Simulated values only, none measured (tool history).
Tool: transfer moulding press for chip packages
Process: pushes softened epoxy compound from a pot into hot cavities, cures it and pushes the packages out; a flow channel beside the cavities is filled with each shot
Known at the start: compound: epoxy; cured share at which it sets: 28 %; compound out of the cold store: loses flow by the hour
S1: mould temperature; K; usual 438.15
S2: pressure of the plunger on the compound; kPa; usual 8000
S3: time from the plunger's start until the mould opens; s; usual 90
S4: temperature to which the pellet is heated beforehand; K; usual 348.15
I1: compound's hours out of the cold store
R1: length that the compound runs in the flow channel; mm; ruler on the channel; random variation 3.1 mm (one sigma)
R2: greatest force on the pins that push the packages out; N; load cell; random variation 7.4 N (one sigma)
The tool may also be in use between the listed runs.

run   hour      S1    S2   S3      S4    I1   R1   R2
  1    0.0  438.15  8000   90  348.15  25.3  493  650
      11.8  -- cavities cleaned with cleaning compound and waxed
  2   19.1  438.15  8590   90  348.15  35.4  488  695
  3   32.8  438.15  8000   90  348.15  11.7  526  716
  4   51.8  438.15  8000   90  348.15  45.1  450  702
  5   61.0  438.15  8000  125  348.15  28.2  480  643
      67.5  -- cavities cleaned with cleaning compound and waxed
  6   72.2  438.15  8000  106  348.15  21.4  490  357
  7   93.5  438.15  8000  106  348.15  20.7  495  508
     103.7  -- cavities cleaned with cleaning compound and waxed, once more
  8  106.1  438.15  8000   90  348.15   9.0  518  362
  9  122.6  438.15  7980   90  348.15  29.6  468  543
 10  145.0  438.15  7980   90  348.15  28.2  468  637
     158.4  -- cavities cleaned with cleaning compound and waxed
 11  163.6  438.15  8000   85  348.15  35.5  462  426
 12  178.7  438.15  8000   85  348.15  27.6  477  572
 13  192.9  438.15  8000   85  348.15  43.2  437  649
     211.3  -- mould's thermocouples calibrated
     215.2  -- cavities cleaned with cleaning compound and waxed
 14  215.4  438.15  8000   85  348.15  11.7  508  349
 15  236.2  438.15  8000   85  348.15  40.6  441  576
 16  248.9  439.15  8000   90  348.15  42.8  436  597
 17  262.6  439.15  8000   90  348.15  18.5  481  640
     270.7  -- cavities cleaned with cleaning compound and waxed
 18  274.1  438.15  7380  107  350.15  42.9  414  336
     288.2  -- plunger's sealing rings changed
 19  289.5  438.15  7380  107  350.15  11.1  512  482
 20  304.3  432.15  7280  104  353.15  13.6  513  624
     327.7  -- cavities cleaned with cleaning compound and waxed
 21  327.7  432.15  8710  104  343.15  31.0  520  359
 22  341.6  430.15  6520   90  348.15  40.5  429  754
 23  355.7  436.15  9860  116  351.15  20.5  564  555

4 ways to go on from here, each from the tool as it stands after run 23. What would each give?
  A  372.5  436.15  6720   88  351.15  18.1   ?   ?
  B  372.5  445.15  7250  112  351.15  46.0   ?   ?
  C  372.5  436.15  6310  111  351.15  46.5   ?   ?
  D  372.5  444.15  6860  112  351.15  26.3   ?   ?

run   R1   R2
  A  470  717
  B  415  581
  C  403  610
  D  441  581
Without the tool's hidden state the same runs would have given:
run   R1   R2
  A  479  347
  B  423  283
  C  411  295
  D  450  283

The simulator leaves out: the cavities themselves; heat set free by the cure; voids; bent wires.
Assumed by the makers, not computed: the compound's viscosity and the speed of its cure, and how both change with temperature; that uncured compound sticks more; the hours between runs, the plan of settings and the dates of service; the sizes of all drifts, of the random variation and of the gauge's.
